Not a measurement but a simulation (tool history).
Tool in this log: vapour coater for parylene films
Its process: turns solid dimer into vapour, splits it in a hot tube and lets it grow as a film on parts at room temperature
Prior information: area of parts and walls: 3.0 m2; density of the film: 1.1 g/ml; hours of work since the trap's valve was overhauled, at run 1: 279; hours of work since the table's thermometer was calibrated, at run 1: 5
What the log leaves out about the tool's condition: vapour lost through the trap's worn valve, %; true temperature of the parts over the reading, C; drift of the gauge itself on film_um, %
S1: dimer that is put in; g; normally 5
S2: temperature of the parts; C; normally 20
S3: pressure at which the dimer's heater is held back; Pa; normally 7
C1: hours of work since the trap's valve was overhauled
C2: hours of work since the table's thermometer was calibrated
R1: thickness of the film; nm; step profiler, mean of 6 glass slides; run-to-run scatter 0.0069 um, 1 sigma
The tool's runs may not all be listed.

run	hour	S1	S2	S3	C1	C2	R1
1	0	5	20	7	279	5	1100
2	12.8	5	20	7	287	12	1104
3	22.4	5	20	7	293	18	1106
4	31.2	5	20	7	299	24	1114
5	42.4	5	20	7	305	30	1109
6	56.3	5	20	7	314	39	1092
7	72.4	5	20	2.08	324	49	1198
8	83.6	8	20	7	331	56	1761
9	99.5	8	20	7	340	65	1763
10	108.6	8	20	7	346	71	1755
11	123.9	8	20	7	355	80	1740
12	140.1	8	20	7	365	90	1774
13	147.9	8	20	7	370	95	1758
14	159.2	8	20	7	377	102	1766
15	168	8	20	7	382	107	1769
16	180	8	20	7	389	115	1767
17	193.9	8	20	7	398	123	1774
18	200.4	8	20	7	402	127	1754
19	212.1	8	20	7	409	134	1773
20	227.1	8	20	7	418	143	1753
21	241.3	8	20	3.39	427	152	1850
22	248.7	8	20	3.39	431	156	1857
23	260.6	5	24	7	439	164	1028
24	271.1	5	24	7	445	170	1019
# hour 283.3: trap's valve overhauled
25	287.2	2	28	7	2	177	383
26	300.5	5	20	7	10	186	1105
27	309.4	4	20	7	16	191	875
28	325.1	4	20	7	26	201	882
29	340.2	4	20	7	35	210	879
30	349.6	5	13	10.46	40	216	1205
31	356.5	2	20	5.72	45	220	444
32	371	6	27	4.33	54	229	1217
33	379.4	6	22	2.15	59	234	1399
34	391.3	6	22	2.15	66	241	1402
35	403.2	3	28	2.15	73	248	631
36	415.6	5	22	2.15	81	256	1173
37	426.2	4	31	5.71	87	262	733
38	437.8	4	31	5.71	94	269	754
39	446.9	4	17	5.98	100	275	936
40	455.3	4	17	5.98	105	280	933
41	466.9	4	17	5.98	112	287	946
42	476.2	4	17	5.98	118	293	938
43	490.4	4	17	5.98	126	302	939
44	499.6	8	17	7.03	132	307	1842
45	511.6	8	17	7.03	139	315	1854
46	521.4	3	31	3.69	145	320	589

Forecast each of these 3 alternatives for the next run:
A	530.5	6	31	3.69	151	326	?
B	530.5	4	26	7.45	151	326	?
C	530.5	8	17	3.69	151	326	?

run	R1
A	1142
B	789
C	1925
What these runs would have given with no unlogged condition in the tool:
run	R1
A	1142
B	790
C	1926
